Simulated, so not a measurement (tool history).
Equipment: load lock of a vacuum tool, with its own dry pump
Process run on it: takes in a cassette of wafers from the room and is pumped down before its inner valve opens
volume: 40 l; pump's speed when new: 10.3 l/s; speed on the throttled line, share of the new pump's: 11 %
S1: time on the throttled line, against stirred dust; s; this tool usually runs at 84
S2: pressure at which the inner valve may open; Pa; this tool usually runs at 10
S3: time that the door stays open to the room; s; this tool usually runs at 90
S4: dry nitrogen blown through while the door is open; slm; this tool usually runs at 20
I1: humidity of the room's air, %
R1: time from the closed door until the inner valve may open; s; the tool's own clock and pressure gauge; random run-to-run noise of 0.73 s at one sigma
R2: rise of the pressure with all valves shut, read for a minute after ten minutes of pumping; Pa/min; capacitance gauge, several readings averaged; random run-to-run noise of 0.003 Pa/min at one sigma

{"run": 1, "hour": 0.0, "S1": 84, "S2": 10, "S3": 90, "S4": 20, "I1": 47.3, "R1": 113.4, "R2": 0.128}
{"run": 2, "hour": 93.0, "S1": 84, "S2": 10, "S3": 90, "S4": 20, "I1": 44.4, "R1": 112.2, "R2": 0.133}
{"run": 3, "hour": 211.8, "S1": 84, "S2": 10, "S3": 90, "S4": 5, "I1": 48.3, "R1": 113.4, "R2": 0.154}
{"run": 4, "hour": 281.4, "S1": 84, "S2": 10, "S3": 90, "S4": 20, "I1": 46.8, "R1": 111.7, "R2": 0.131}
{"run": 5, "hour": 390.1, "S1": 84, "S2": 10, "S3": 90, "S4": 20, "I1": 44.6, "R1": 113.0, "R2": 0.137}
{"run": 6, "hour": 486.7, "S1": 84, "S2": 10, "S3": 90, "S4": 20, "I1": 47.8, "R1": 112.7, "R2": 0.139}
{"run": 7, "hour": 583.1, "S1": 84, "S2": 10, "S3": 90, "S4": 20, "I1": 43.6, "R1": 114.9, "R2": 0.134}
{"run": 8, "hour": 728.1, "S1": 53, "S2": 10, "S3": 90, "S4": 20, "I1": 47.1, "R1": 85.9, "R2": 0.138}
{"run": 9, "hour": 872.8, "S1": 84, "S2": 10, "S3": 90, "S4": 20, "I1": 43.9, "R1": 113.3, "R2": 0.143}
{"run": 10, "hour": 985.3, "S1": 84, "S2": 10, "S3": 80, "S4": 20, "I1": 46.7, "R1": 112.7, "R2": 0.146}
{"run": 11, "hour": 1064.3, "S1": 84, "S2": 10, "S3": 80, "S4": 20, "I1": 45.7, "R1": 113.8, "R2": 0.144}
{"run": 12, "hour": 1164.0, "S1": 84, "S2": 10, "S3": 90, "S4": 25, "I1": 43.2, "R1": 113.1, "R2": 0.132}
{"run": 13, "hour": 1310.0, "S1": 84, "S2": 15, "S3": 90, "S4": 25, "I1": 43.1, "R1": 110.9, "R2": 0.146}
{"run": 14, "hour": 1388.6, "S1": 102, "S2": 11, "S3": 90, "S4": 25, "I1": 47.3, "R1": 128.2, "R2": 0.145}
{"run": 15, "hour": 1518.0, "S1": 90, "S2": 11, "S3": 90, "S4": 25, "I1": 46.0, "R1": 117.6, "R2": 0.143}
{"run": 16, "hour": 1617.4, "S1": 90, "S2": 11, "S3": 90, "S4": 31, "I1": 44.9, "R1": 117.3, "R2": 0.148}
{"run": 17, "hour": 1741.9, "S1": 97, "S2": 7, "S3": 90, "S4": 20, "I1": 45.0, "R1": 127.3, "R2": 0.152}
{"run": 18, "hour": 1865.3, "S1": 86, "S2": 10, "S3": 90, "S4": 7, "I1": 44.7, "R1": 115.2, "R2": 0.172}
{"run": 19, "hour": 1989.7, "S1": 86, "S2": 9, "S3": 90, "S4": 13, "I1": 46.0, "R1": 116.3, "R2": 0.174}
{"run": 20, "hour": 2097.0, "S1": 86, "S2": 9, "S3": 90, "S4": 13, "I1": 41.3, "R1": 116.0, "R2": 0.17}
{"run": 21, "hour": 2219.1, "S1": 74, "S2": 10, "S3": 61, "S4": 6, "I1": 45.9, "R1": 105.1, "R2": 0.179}
{"run": 22, "hour": 2356.1, "S1": 153, "S2": 16, "S3": 90, "S4": 20, "I1": 41.9, "R1": 171.2, "R2": 0.161}
{"run": 23, "hour": 2470.8, "S1": 113, "S2": 9, "S3": 90, "S4": 20, "I1": 44.7, "R1": 139.7, "R2": 0.169}

What if the next run were any one of these 4? Each begins from the tool's condition after run 23:
{"run": "A", "hour": 2625.8, "S1": 134, "S2": 9, "S3": 185, "S4": 20, "I1": 45.0, "R1": "?", "R2": "?"}
{"run": "B", "hour": 2625.8, "S1": 54, "S2": 10, "S3": 90, "S4": 20, "I1": 43.7, "R1": "?", "R2": "?"}
{"run": "C", "hour": 2625.8, "S1": 77, "S2": 10, "S3": 90, "S4": 20, "I1": 46.9, "R1": "?", "R2": "?"}
{"run": "D", "hour": 2625.8, "S1": 124, "S2": 13, "S3": 90, "S4": 25, "I1": 46.6, "R1": "?", "R2": "?"}

run=A R1=159.6 R2=0.184
run=B R1=88.5 R2=0.174
run=C R1=108.5 R2=0.172
run=D R1=147.6 R2=0.170
With the hidden condition removed and each run's random variation left untouched, the same runs would have given:
run=A R1=156.7 R2=0.065
run=B R1=84.3 R2=0.055
run=C R1=104.8 R2=0.052
run=D R1=144.6 R2=0.050
